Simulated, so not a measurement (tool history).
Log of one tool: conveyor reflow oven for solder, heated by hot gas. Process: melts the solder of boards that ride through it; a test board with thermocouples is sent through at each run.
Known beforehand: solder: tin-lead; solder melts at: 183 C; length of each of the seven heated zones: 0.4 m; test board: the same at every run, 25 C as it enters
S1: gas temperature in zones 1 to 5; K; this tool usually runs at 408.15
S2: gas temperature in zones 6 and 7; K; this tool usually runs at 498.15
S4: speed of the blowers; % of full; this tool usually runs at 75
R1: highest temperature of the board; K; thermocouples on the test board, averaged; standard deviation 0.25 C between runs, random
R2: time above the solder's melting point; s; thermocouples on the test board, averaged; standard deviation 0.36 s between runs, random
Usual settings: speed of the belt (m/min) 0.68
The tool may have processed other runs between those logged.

Run 1, hour 0: usual settings. Result: R1 484.15 K, R2 47.8 s.
Run 2, hour 10.6: usual settings. Result: R1 483.75 K, R2 47.3 s.
Run 3, hour 20.1: usual settings. Result: R1 484.05 K, R2 47.8 s.
Run 4, hour 30.4: usual settings. Result: R1 483.75 K, R2 47.7 s.
Run 5, hour 41.4: usual settings but speed of the belt (m/min) 0.806. Result: R1 478.65 K, R2 34.7 s.
Run 6, hour 52.2: usual settings but speed of the belt (m/min) 0.806. Result: R1 478.45 K, R2 35.1 s.
Run 7, hour 60.4: usual settings but speed of the belt (m/min) 0.806. Result: R1 478.55 K, R2 34.4 s.
Run 8, hour 73.9: usual settings but S1 418.15 K. Result: R1 485.95 K, R2 52.5 s.
Run 9, hour 84.3: usual settings but S2 505.15 K. Result: R1 490.45 K, R2 52.4 s.
Run 10, hour 92.7: usual settings but S2 500.15 K. Result: R1 486.05 K, R2 48.3 s.
Run 11, hour 103.8: usual settings but S2 486.15 K. Result: R1 473.95 K, R2 37.7 s.
Run 12, hour 110: usual settings but S2 486.15 K. Result: R1 474.15 K, R2 36.7 s.
Run 13, hour 121.3: usual settings but S2 486.15 K. Result: R1 474.05 K, R2 37.1 s.
Run 14, hour 134.1: usual settings but S4 72 % of full. Result: R1 483.35 K, R2 46.8 s.
Run 15, hour 143: usual settings but S4 72 % of full. Result: R1 483.45 K, R2 47.3 s.
Run 16, hour 154.9: usual settings but S1 417.15 K, S2 488.15 K, speed of the belt (m/min) 0.728, S4 76 % of full. Result: R1 475.25 K, R2 38.9 s.
Run 17, hour 162.5: usual settings but S1 409.15 K, S2 508.15 K. Result: R1 493.05 K, R2 54.6 s.
At hour 168.6: flux residue cleaned out of gas plates and filters.
Run 18, hour 179.1: usual settings but S1 415.15 K, S2 489.15 K, speed of the belt (m/min) 0.578, S4 63 % of full. Result: R1 479.15 K, R2 54.9 s.
Run 19, hour 189.2: usual settings but S1 414.15 K, S2 511.15 K, S4 76 % of full. Result: R1 496.65 K, R2 58.6 s.
At hour 193.8: thermocouples of zones 6 and 7 changed.
Run 20, hour 200.3: usual settings but S1 414.15 K, S2 511.15 K, S4 76 % of full. Result: R1 495.65 K, R2 57.3 s.
Run 21, hour 209.7: usual settings but S1 414.15 K, S2 511.15 K, S4 76 % of full. Result: R1 495.35 K, R2 57.4 s.
Run 22, hour 216.4: usual settings but S1 419.15 K, S2 488.15 K. Result: R1 476.65 K, R2 44.6 s.
Run 23, hour 226.1: usual settings but S1 419.15 K, S2 488.15 K. Result: R1 476.55 K, R2 44 s.
At hour 238.1: flux residue cleaned out of gas plates and filters, once more.
Run 24, hour 239.7: usual settings but S1 419.15 K, S2 488.15 K. Result: R1 477.35 K, R2 45.2 s.
Run 25, hour 251.6: usual settings but S1 419.15 K, S2 488.15 K. Result: R1 476.85 K, R2 45.2 s.
Run 26, hour 263.6: usual settings but S1 394.15 K, S2 503.15 K, speed of the belt (m/min) 0.653, S4 66 % of full. Result: R1 485.25 K, R2 46 s.
Run 27, hour 276.2: usual settings but S1 394.15 K, S2 503.15 K, speed of the belt (m/min) 0.698, S4 66 % of full. Result: R1 482.65 K, R2 39.9 s.
Run 28, hour 284.9: usual settings but S1 394.15 K, S2 503.15 K, speed of the belt (m/min) 0.698, S4 66 % of full. Result: R1 482.45 K, R2 40.7 s.
Run 29, hour 296.7: usual settings but S1 394.15 K, S2 503.15 K, speed of the belt (m/min) 0.573, S4 63 % of full. Result: R1 488.95 K, R2 57.1 s.
Run 30, hour 304.8: usual settings but S1 394.15 K, S2 503.15 K, speed of the belt (m/min) 0.573, S4 63 % of full. Result: R1 488.75 K, R2 57.7 s.

Alternative continuations, all from the tool just after run 30; predict every row:
Run A, hour 314.4: usual settings but speed of the belt (m/min) 0.58. Result: R1 ?, R2 ?.
Run B, hour 314.4: usual settings but S1 418.15 K. Result: R1 ?, R2 ?.
Run C, hour 314.4: usual settings but S1 394.15 K, S2 487.15 K, S4 78 % of full. Result: R1 ?, R2 ?.
Run D, hour 314.4: usual settings but S1 394.15 K, S2 503.15 K, speed of the belt (m/min) 0.573, S4 53 % of full. Result: R1 ?, R2 ?.

run      R1    R2
  A  488.05  61.7
  B  486.05  52.6
  C  472.65  32.5
  D  485.95  53.4
With the hidden condition removed and each run's random variation left untouched, the same runs would have given:
run      R1    R2
  A  487.25  60.6
  B  485.35  51.6
  C  471.95  31.4
  D  485.15  52.2

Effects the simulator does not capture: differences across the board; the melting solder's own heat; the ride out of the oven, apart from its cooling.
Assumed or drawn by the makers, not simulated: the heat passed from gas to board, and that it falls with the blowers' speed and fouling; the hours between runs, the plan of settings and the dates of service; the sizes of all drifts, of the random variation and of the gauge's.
